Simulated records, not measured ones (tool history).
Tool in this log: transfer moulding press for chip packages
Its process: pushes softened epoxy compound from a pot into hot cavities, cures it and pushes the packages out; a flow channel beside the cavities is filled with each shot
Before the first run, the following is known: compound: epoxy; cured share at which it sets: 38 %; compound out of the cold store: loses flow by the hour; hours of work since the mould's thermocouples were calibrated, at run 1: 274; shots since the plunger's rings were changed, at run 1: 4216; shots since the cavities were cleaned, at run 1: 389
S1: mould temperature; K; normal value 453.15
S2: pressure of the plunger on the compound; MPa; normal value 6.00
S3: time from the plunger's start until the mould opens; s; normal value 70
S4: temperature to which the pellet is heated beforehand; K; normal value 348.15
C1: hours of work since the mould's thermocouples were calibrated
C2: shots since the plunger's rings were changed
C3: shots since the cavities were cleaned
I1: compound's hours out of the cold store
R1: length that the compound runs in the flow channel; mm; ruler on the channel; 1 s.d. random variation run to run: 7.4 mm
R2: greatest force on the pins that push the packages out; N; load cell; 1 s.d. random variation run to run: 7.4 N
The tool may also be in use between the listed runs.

Run 1, hour 0.0: usual settings; C1 274; C2 4216; C3 389; I1 23.3. Result: R1 811 mm, R2 308 N.
At hour 10.9: plunger's sealing rings changed.
Run 2, hour 17.2: usual settings; C1 282; C2 79; C3 574; I1 38.1. Result: R1 764 mm, R2 294 N.
Run 3, hour 36.6: usual settings; C1 292; C2 324; C3 819; I1 23.3. Result: R1 806 mm, R2 302 N.
Run 4, hour 50.7: usual settings; C1 300; C2 504; C3 999; I1 46.3. Result: R1 752 mm, R2 310 N.
At hour 62.8: cavities cleaned with cleaning compound and waxed.
Run 5, hour 65.8: usual settings but S4 341.15 K; C1 307; C2 675; C3 38; I1 24.4. Result: R1 804 mm, R2 323 N.
Run 6, hour 81.9: usual settings; C1 316; C2 879; C3 242; I1 11.7. Result: R1 836 mm, R2 301 N.
Run 7, hour 97.5: usual settings; C1 324; C2 1076; C3 439; I1 32.4. Result: R1 790 mm, R2 288 N.
Run 8, hour 112.6: usual settings but S2 5.68 MPa; C1 332; C2 1267; C3 630; I1 35.5. Result: R1 760 mm, R2 298 N.
Run 9, hour 132.7: usual settings but S2 5.68 MPa; C1 343; C2 1521; C3 884; I1 38.7. Result: R1 745 mm, R2 285 N.
Run 10, hour 142.7: usual settings but S2 5.68 MPa; C1 348; C2 1648; C3 1011; I1 9.4. Result: R1 830 mm, R2 323 N.
At hour 152.4: cavities cleaned with cleaning compound and waxed.
Run 11, hour 155.4: usual settings but S1 449.15 K, S2 5.80 MPa, S3 54 s; C1 354; C2 1789; C3 38; I1 35.6. Result: R1 769 mm, R2 739 N.
Run 12, hour 166.2: usual settings but S1 454.15 K, S2 7.43 MPa, S3 82 s, S4 345.15 K; C1 360; C2 1926; C3 175; I1 40.2. Result: R1 850 mm, R2 207 N.
Run 13, hour 186.0: usual settings but S2 7.04 MPa; C1 370; C2 2176; C3 425; I1 28.0. Result: R1 857 mm, R2 307 N.
Run 14, hour 202.3: usual settings but S2 4.65 MPa, S4 356.15 K; C1 379; C2 2381; C3 630; I1 29.1. Result: R1 705 mm, R2 313 N.
Run 15, hour 217.3: usual settings but S1 457.15 K, S2 4.65 MPa, S4 357.15 K; C1 387; C2 2571; C3 820; I1 42.7. Result: R1 666 mm, R2 244 N.
Run 16, hour 227.1: usual settings but S1 448.15 K; C1 392; C2 2695; C3 944; I1 44.8. Result: R1 758 mm, R2 393 N.

Describe how what the log doesn't record of the tool's condition differs between the last listed run preceding each entry between runs and the first listed run following it.
Runs 1 to 2: plunger's sealing rings changed (hour 10.9)
  pressure that reaches the compound, % of what is set: 99.82 -> 99.99; grip of the stained cavities, % over clean ones': 0.6 -> 0.8
Runs 4 to 5: cavities cleaned with cleaning compound and waxed (hour 62.8)
  grip of the stained cavities, % over clean ones': 1.1 -> 0.1
Runs 10 to 11: cavities cleaned with cleaning compound and waxed (hour 152.4)
  pressure that reaches the compound, % of what is set: 99.93 -> 99.92; grip of the stained cavities, % over clean ones': 1.1 -> 0.1
